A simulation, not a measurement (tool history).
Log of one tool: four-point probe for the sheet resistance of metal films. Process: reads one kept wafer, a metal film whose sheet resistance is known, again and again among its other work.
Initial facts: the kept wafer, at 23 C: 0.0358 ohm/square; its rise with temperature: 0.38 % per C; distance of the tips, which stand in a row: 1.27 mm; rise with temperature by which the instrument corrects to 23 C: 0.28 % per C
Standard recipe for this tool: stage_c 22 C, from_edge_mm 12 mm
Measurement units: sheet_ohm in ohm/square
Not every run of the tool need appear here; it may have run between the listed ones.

Run 1, day 0.000: usual settings. Result: sheet_ohm 0.036012 ohm/square.
Run 2, day 1.171: usual settings but stage_c 32 C. Result: sheet_ohm 0.036356 ohm/square.
Run 3, day 2.717: usual settings. Result: sheet_ohm 0.036001 ohm/square.
Run 4, day 4.362: usual settings. Result: sheet_ohm 0.035999 ohm/square.
Run 5, day 5.171: usual settings. Result: sheet_ohm 0.035996 ohm/square.
Run 6, day 6.338: usual settings. Result: sheet_ohm 0.035996 ohm/square.
Run 7, day 7.788: usual settings. Result: sheet_ohm 0.035991 ohm/square.
At day 8.833: stage's thermometer calibrated.
Run 8, day 9.438: usual settings. Result: sheet_ohm 0.036023 ohm/square.
Run 9, day 10.871: usual settings. Result: sheet_ohm 0.036029 ohm/square.
Run 10, day 12.021: usual settings. Result: sheet_ohm 0.036039 ohm/square.
Run 11, day 12.721: usual settings. Result: sheet_ohm 0.036039 ohm/square.
Run 12, day 13.442: usual settings. Result: sheet_ohm 0.036037 ohm/square.
Run 13, day 14.783: usual settings. Result: sheet_ohm 0.036034 ohm/square.
Run 14, day 15.738: usual settings. Result: sheet_ohm 0.036036 ohm/square.
Run 15, day 17.117: usual settings but stage_c 34 C. Result: sheet_ohm 0.036485 ohm/square.
Run 16, day 17.954: usual settings but from_edge_mm 5 mm. Result: sheet_ohm 0.037040 ohm/square.
Run 17, day 19.442: usual settings but stage_c 34 C. Result: sheet_ohm 0.036480 ohm/square.
Run 18, day 21.025: usual settings but stage_c 34 C. Result: sheet_ohm 0.036490 ohm/square.
Run 19, day 22.025: usual settings but stage_c 20 C, from_edge_mm 15 mm. Result: sheet_ohm 0.035901 ohm/square.
Run 20, day 23.562: usual settings but stage_c 23 C. Result: sheet_ohm 0.036086 ohm/square.
Run 21, day 24.562: usual settings but stage_c 18 C, from_edge_mm 15 mm. Result: sheet_ohm 0.035828 ohm/square.
Run 22, day 25.754: usual settings but stage_c 18 C, from_edge_mm 15 mm. Result: sheet_ohm 0.035834 ohm/square.
Run 23, day 27.121: usual settings but stage_c 23 C, from_edge_mm 15 mm. Result: sheet_ohm 0.036020 ohm/square.
Run 24, day 28.350: usual settings but stage_c 28 C, from_edge_mm 70 mm. Result: sheet_ohm 0.036078 ohm/square.
Run 25, day 29.850: usual settings but stage_c 28 C, from_edge_mm 70 mm. Result: sheet_ohm 0.036068 ohm/square.
Run 26, day 30.938: usual settings but stage_c 28 C, from_edge_mm 70 mm. Result: sheet_ohm 0.036067 ohm/square.
Run 27, day 31.825: usual settings but from_edge_mm 3 mm. Result: sheet_ohm 0.038970 ohm/square.
Run 28, day 32.658: usual settings but from_edge_mm 3 mm. Result: sheet_ohm 0.038976 ohm/square.
Run 29, day 33.675: usual settings but stage_c 31 C, from_edge_mm 40 mm. Result: sheet_ohm 0.036186 ohm/square.
Run 30, day 34.588: usual settings but stage_c 23 C, from_edge_mm 8 mm. Result: sheet_ohm 0.036367 ohm/square.
Run 31, day 36.196: usual settings but stage_c 33 C, from_edge_mm 3 mm. Result: sheet_ohm 0.039396 ohm/square.
Run 32, day 37.850: usual settings but stage_c 18 C, from_edge_mm 36 mm. Result: sheet_ohm 0.035725 ohm/square.
Run 33, day 39.088: usual settings but stage_c 35 C. Result: sheet_ohm 0.036540 ohm/square.
Run 34, day 40.783: usual settings but from_edge_mm 15 mm. Result: sheet_ohm 0.035988 ohm/square.
Run 35, day 41.696: usual settings. Result: sheet_ohm 0.036067 ohm/square.
Run 36, day 42.975: usual settings. Result: sheet_ohm 0.036071 ohm/square.

Here are 5 independent what-if runs from the current tool condition. What would each one return?
Run A, day 44.421: usual settings but stage_c 24 C, from_edge_mm 4 mm. Result: sheet_ohm ?.
Run B, day 44.421: usual settings but from_edge_mm 28 mm. Result: sheet_ohm ?.
Run C, day 44.421: usual settings but stage_c 20 C, from_edge_mm 26 mm. Result: sheet_ohm ?.
Run D, day 44.421: usual settings but stage_c 20 C, from_edge_mm 30 mm. Result: sheet_ohm ?.
Run E, day 44.421: usual settings but stage_c 24 C, from_edge_mm 42 mm. Result: sheet_ohm ?.

run  sheet_ohm
  A   0.037777
  B   0.035898
  C   0.035831
  D   0.035826
  E   0.035953
What these runs would have given with no unlogged condition in the tool:
run  sheet_ohm
  A   0.037679
  B   0.035804
  C   0.035737
  D   0.035733
  E   0.035859

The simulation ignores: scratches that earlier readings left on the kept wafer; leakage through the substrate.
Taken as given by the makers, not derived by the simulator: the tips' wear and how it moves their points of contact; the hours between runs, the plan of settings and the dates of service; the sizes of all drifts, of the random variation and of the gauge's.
